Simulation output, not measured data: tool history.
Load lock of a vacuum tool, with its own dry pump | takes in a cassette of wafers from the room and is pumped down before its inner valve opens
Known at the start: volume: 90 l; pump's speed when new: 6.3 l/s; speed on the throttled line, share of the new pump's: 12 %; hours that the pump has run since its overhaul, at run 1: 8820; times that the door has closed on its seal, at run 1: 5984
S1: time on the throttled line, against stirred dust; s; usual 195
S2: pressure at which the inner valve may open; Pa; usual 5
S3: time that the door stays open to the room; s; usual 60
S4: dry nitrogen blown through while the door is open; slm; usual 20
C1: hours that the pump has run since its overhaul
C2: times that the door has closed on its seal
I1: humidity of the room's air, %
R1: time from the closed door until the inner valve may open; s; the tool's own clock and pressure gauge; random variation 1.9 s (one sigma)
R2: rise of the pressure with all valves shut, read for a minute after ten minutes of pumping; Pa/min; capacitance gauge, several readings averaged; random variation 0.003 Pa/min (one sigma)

Run 1, hour 0.0: usual settings; C1 8820; C2 5984; I1 44.6. Result: R1 328.6 s, R2 0.031 Pa/min.
Run 2, hour 85.1: usual settings; C1 8905; C2 6243; I1 45.6. Result: R1 324.1 s, R2 0.038 Pa/min.
Run 3, hour 171.9: usual settings; C1 8992; C2 6507; I1 43.7. Result: R1 330.7 s, R2 0.038 Pa/min.
Run 4, hour 242.5: usual settings but S2 9 Pa; C1 9062; C2 6721; I1 44.7. Result: R1 318.2 s, R2 0.043 Pa/min.
Run 5, hour 336.2: usual settings but S2 9 Pa; C1 9156; C2 7006; I1 44.2. Result: R1 318.0 s, R2 0.042 Pa/min.
Run 6, hour 402.7: usual settings; C1 9222; C2 7208; I1 43.2. Result: R1 328.3 s, R2 0.041 Pa/min.
Run 7, hour 483.7: usual settings; C1 9303; C2 7454; I1 44.3. Result: R1 329.8 s, R2 0.043 Pa/min.
Run 8, hour 572.3: usual settings; C1 9392; C2 7724; I1 45.2. Result: R1 332.0 s, R2 0.044 Pa/min.
Run 9, hour 655.7: usual settings; C1 9475; C2 7977; I1 45.3. Result: R1 330.0 s, R2 0.044 Pa/min.

Run 10 comes next. What will it give?
Run 10, hour 707.5: usual settings; C1 9527; C2 8134; I1 43.1. Result: R1 ?, R2 ?.

R1: 328.5 s
R2: 0.048 Pa/min
Without the tool's hidden state the same run would have given R1 314.4 s, R2 0.018 Pa/min.

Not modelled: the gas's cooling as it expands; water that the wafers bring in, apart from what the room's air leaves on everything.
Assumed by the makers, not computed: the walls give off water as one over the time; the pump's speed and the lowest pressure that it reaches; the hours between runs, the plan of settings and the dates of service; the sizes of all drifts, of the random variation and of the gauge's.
